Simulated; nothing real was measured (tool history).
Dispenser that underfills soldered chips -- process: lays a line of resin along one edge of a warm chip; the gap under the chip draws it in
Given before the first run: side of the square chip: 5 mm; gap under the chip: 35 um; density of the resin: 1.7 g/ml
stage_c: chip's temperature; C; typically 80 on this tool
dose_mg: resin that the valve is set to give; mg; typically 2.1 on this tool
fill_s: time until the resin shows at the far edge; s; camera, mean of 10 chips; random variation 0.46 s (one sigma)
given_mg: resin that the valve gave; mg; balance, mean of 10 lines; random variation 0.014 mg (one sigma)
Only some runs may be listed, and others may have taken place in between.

Run 1, day 0: usual settings. Result: fill_s 42.7 s, given_mg 2.08 mg.
Run 2, day 0.233: usual settings. Result: fill_s 56.1 s, given_mg 2.05 mg.
At day 0.425: new syringe of resin.
Run 3, day 0.529: usual settings. Result: fill_s 41.2 s, given_mg 2.05 mg.
Run 4, day 0.85: usual settings. Result: fill_s 55.9 s, given_mg 2.03 mg.
At day 1.025: new syringe of resin.
Run 5, day 1.196: usual settings. Result: fill_s 44.1 s, given_mg 2.04 mg.
At day 1.621: new syringe of resin.
Run 6, day 1.621: usual settings. Result: fill_s 35.4 s, given_mg 2.02 mg.
Run 7, day 1.975: usual settings. Result: fill_s 51.5 s, given_mg 2.01 mg.
At day 2.242: new syringe of resin.
Run 8, day 2.262: usual settings. Result: fill_s 36.5 s, given_mg 2.02 mg.
Run 9, day 2.658: usual settings but stage_c 88 C. Result: fill_s 41 s, given_mg 2.01 mg.
At day 2.838: new syringe of resin.
Run 10, day 2.892: usual settings but stage_c 88 C. Result: fill_s 28.3 s, given_mg 1.96 mg.
Run 11, day 3.275: usual settings but stage_c 76 C. Result: fill_s 65.9 s, given_mg 1.98 mg.
At day 3.446: new syringe of resin.
Run 12, day 3.608: usual settings but stage_c 76 C. Result: fill_s 50 s, given_mg 1.99 mg.
Run 13, day 3.796: usual settings but dose_mg 2.28 mg. Result: fill_s 51.9 s, given_mg 2.14 mg.
At day 4.05: new syringe of resin.
Run 14, day 4.129: usual settings but stage_c 73 C. Result: fill_s 50.2 s, given_mg 1.95 mg.
Run 15, day 4.45: usual settings but stage_c 88 C. Result: fill_s 42.1 s, given_mg 1.94 mg.
Run 16, day 4.625: usual settings but stage_c 88 C. Result: fill_s 49.8 s, given_mg 1.96 mg.
At day 4.667: new syringe of resin.
Run 17, day 4.979: usual settings but stage_c 88 C. Result: fill_s 38.9 s, given_mg 1.92 mg.
At day 5.258: new syringe of resin.
Run 18, day 5.262: usual settings but stage_c 85 C. Result: fill_s 30.4 s, given_mg 1.93 mg.
At day 5.362: dispensing valve cleaned and set on the balance.
Run 19, day 5.529: usual settings but stage_c 70 C, dose_mg 2.17 mg. Result: fill_s 65.4 s, given_mg 2.19 mg.
Run 20, day 5.712: usual settings but stage_c 74 C, dose_mg 2.43 mg. Result: fill_s 66.8 s, given_mg 2.39 mg.
At day 5.896: new syringe of resin.
Run 21, day 6.012: usual settings but stage_c 74 C, dose_mg 2.43 mg. Result: fill_s 50.8 s, given_mg 2.42 mg.
Run 22, day 6.421: usual settings but stage_c 84 C, dose_mg 2.07 mg. Result: fill_s 53.9 s, given_mg 2.07 mg.
At day 6.517: new syringe of resin.
Run 23, day 6.604: usual settings but stage_c 76 C, dose_mg 2.69 mg. Result: fill_s 44.8 s, given_mg 2.65 mg.
Run 24, day 6.796: usual settings but stage_c 76 C, dose_mg 2.29 mg. Result: fill_s 55.4 s, given_mg 2.25 mg.
Run 25, day 7.025: usual settings but stage_c 81 C, dose_mg 2.29 mg. Result: fill_s 59.5 s, given_mg 2.24 mg.
At day 7.133: new syringe of resin.
Run 26, day 7.275: usual settings but stage_c 92 C, dose_mg 2.55 mg. Result: fill_s 26.7 s, given_mg 2.5 mg.
Run 27, day 7.546: usual settings but stage_c 69 C, dose_mg 2.06 mg. Result: fill_s 84.1 s, given_mg 1.99 mg.
At day 7.738: new syringe of resin.
Run 28, day 7.754: usual settings but stage_c 84 C, dose_mg 1.88 mg. Result: fill_s 33 s, given_mg 1.79 mg.
Run 29, day 8.129: usual settings but stage_c 77 C, dose_mg 2.05 mg. Result: fill_s 61.5 s, given_mg 1.98 mg.
At day 8.338: new syringe of resin.
Run 30, day 8.517: usual settings but stage_c 86 C. Result: fill_s 35 s, given_mg 2.01 mg.
Run 31, day 8.812: usual settings but dose_mg 2.67 mg. Result: fill_s 58 s, given_mg 2.52 mg.
At day 8.95: new syringe of resin.
Run 32, day 9.112: usual settings but dose_mg 1.88 mg. Result: fill_s 44.4 s, given_mg 1.76 mg.
Run 33, day 9.317: usual settings but stage_c 68 C, dose_mg 2.38 mg. Result: fill_s 82.5 s, given_mg 2.26 mg.
Run 34, day 9.492: usual settings but stage_c 66 C, dose_mg 1.93 mg. Result: fill_s 114.8 s, given_mg 1.8 mg.
At day 9.567: new syringe of resin.
Run 35, day 9.812: usual settings but stage_c 92 C, dose_mg 2.67 mg. Result: fill_s 29.2 s, given_mg 2.53 mg.

What if the next run were any one of these 3? Each begins from the tool's condition after run 35:
At day 10.171: new syringe of resin.
Run A, day 10.179: usual settings but stage_c 84 C, dose_mg 2.67 mg. Result: fill_s ?, given_mg ?.
At day 10.171: new syringe of resin.
Run B, day 10.179: usual settings but stage_c 89 C, dose_mg 2 mg. Result: fill_s ?, given_mg ?.
At day 10.171: new syringe of resin.
Run C, day 10.179: usual settings but stage_c 87 C, dose_mg 2.32 mg. Result: fill_s ?, given_mg ?.

run  fill_s  given_mg
  A    31.1      2.47
  B      27      1.85
  C      28      2.14
Stripped of hidden state, with their random variation kept, the same runs would have yielded:
run  fill_s  given_mg
  A    30.1      2.66
  B    25.6      1.99
  C    26.9      2.31

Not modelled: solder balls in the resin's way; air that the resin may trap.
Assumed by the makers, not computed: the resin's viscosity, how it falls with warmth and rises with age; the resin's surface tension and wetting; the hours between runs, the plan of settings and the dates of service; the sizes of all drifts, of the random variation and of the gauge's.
